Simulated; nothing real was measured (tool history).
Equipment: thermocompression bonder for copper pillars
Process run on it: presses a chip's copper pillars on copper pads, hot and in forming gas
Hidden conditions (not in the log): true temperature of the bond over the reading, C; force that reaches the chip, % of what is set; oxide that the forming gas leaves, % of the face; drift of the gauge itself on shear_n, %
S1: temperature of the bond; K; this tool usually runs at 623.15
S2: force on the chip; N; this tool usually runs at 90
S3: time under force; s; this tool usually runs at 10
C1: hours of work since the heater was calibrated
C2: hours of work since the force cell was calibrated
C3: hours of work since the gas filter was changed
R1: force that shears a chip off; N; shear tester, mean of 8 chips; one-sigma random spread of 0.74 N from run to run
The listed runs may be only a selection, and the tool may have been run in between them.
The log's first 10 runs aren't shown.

| run | hour | S1 | S2 | S3 | C1 | C2 | C3 | R1 |
|---|---|---|---|---|---|---|---|---|
| 11 | 441.3 | 643.15 | 90 | 10 | 633 | 633 | 249 | 64.0 |
| 12 | 474.4 | 623.15 | 90 | 10 | 656 | 656 | 272 | 53.4 |
| 13 | 517.5 | 623.15 | 93 | 10 | 686 | 686 | 302 | 57.4 |
|  | 532.6 | forming gas filter changed |
| 14 | 559.9 | 600.15 | 90 | 10 | 715 | 715 | 19 | 43.2 |
| 15 | 600.5 | 623.15 | 90 | 10 | 743 | 743 | 47 | 54.8 |
| 16 | 654.5 | 620.15 | 90 | 10 | 781 | 781 | 85 | 52.6 |
| 17 | 694.5 | 623.15 | 120 | 10 | 808 | 808 | 112 | 70.4 |
| 18 | 740.4 | 623.15 | 120 | 10 | 840 | 840 | 144 | 69.9 |
| 19 | 780.8 | 623.15 | 120 | 10 | 868 | 868 | 172 | 68.8 |
| 20 | 829.7 | 623.15 | 120 | 10 | 902 | 902 | 206 | 71.5 |
| 21 | 855.3 | 623.15 | 114 | 8 | 920 | 920 | 224 | 63.3 |
| 22 | 908.3 | 595.15 | 67 | 23 | 957 | 957 | 261 | 40.7 |
| 23 | 938.1 | 629.15 | 129 | 13 | 977 | 977 | 281 | 82.0 |

Forecast run 24:
| 24 | 976.9 | 623.15 | 90 | 10 | 1004 | 1004 | 308 | ? |

R1: 55.0 N
Without the tool's hidden state the same run would have given R1 54.6 N.

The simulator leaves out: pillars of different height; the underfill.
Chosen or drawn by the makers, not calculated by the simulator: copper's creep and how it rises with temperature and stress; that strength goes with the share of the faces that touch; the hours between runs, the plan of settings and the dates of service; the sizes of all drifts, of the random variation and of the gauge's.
